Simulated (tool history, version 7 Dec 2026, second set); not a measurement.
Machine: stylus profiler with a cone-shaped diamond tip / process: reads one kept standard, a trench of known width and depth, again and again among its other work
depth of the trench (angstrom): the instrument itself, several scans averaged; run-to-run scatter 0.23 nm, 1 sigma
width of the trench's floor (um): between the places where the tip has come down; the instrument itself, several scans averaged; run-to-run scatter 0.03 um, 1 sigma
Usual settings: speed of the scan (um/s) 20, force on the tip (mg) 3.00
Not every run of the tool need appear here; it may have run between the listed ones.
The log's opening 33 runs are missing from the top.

run    hour  speed of the scan (um/s)  force on the tip (mg)  scans with this tip  hours of work since the height scale was calibrated  depth of the trench (angstrom)  width of the trench's floor (um)
 34  1015.9                         6                   3.89                 7888                                                  728                         10202.6                             22.53
 35  1039.2                        48                   1.26                 8043                                                  743                         10079.4                             22.25
 36  1068.9                        48                   1.26                 8240                                                  761                         10079.6                             22.21
 37  1100.4                        35                   8.20                 8450                                                  780                         10351.2                             22.32
 38  1124.6                        16                   5.98                 8611                                                  795                         10276.2                             22.31
 39  1166.7                        16                   5.98                 8891                                                  821                         10278.9                             22.29
 40  1193.8                        30                   3.63                 9071                                                  837                         10192.0                             22.23
 41  1231.0                        19                   2.63                 9319                                                  860                         10148.4                             22.24
 42  1250.5                        54                   6.69                 9448                                                  872                         10302.6                             22.12
 43  1286.4                        54                   6.69                 9687                                                  894                         10299.6                             22.07
 44  1322.0                        54                   6.69                 9923                                                  916                         10294.5                             22.07
 45  1341.3                        11                   8.55                10052                                                  928                         10352.5                             22.10
 46  1374.6                        11                   8.55                10273                                                  948                         10353.7                             22.08
 47  1402.3                        20                   4.39                10458                                                  965                         10216.4                             22.07

3 options for the next run, each taken on its own from the tool as it stands now. Forecast them:
  A  1424.4                         5                   4.39                10605                                                  979                               ?                                 ?
  B  1424.4                         5                   1.80                10605                                                  979                               ?                                 ?
  C  1424.4                        35                   3.11                10605                                                  979                               ?                                 ?

run  depth of the trench (angstrom)  width of the trench's floor (um)
  A                         10211.5                             22.02
  B                         10101.4                             22.08
  C                         10161.6                             21.91
Without the tool's hidden state the same runs would have given:
run  depth of the trench (angstrom)  width of the trench's floor (um)
  A                         10243.7                             23.95
  B                         10133.2                             24.02
  C                         10193.6                             23.85

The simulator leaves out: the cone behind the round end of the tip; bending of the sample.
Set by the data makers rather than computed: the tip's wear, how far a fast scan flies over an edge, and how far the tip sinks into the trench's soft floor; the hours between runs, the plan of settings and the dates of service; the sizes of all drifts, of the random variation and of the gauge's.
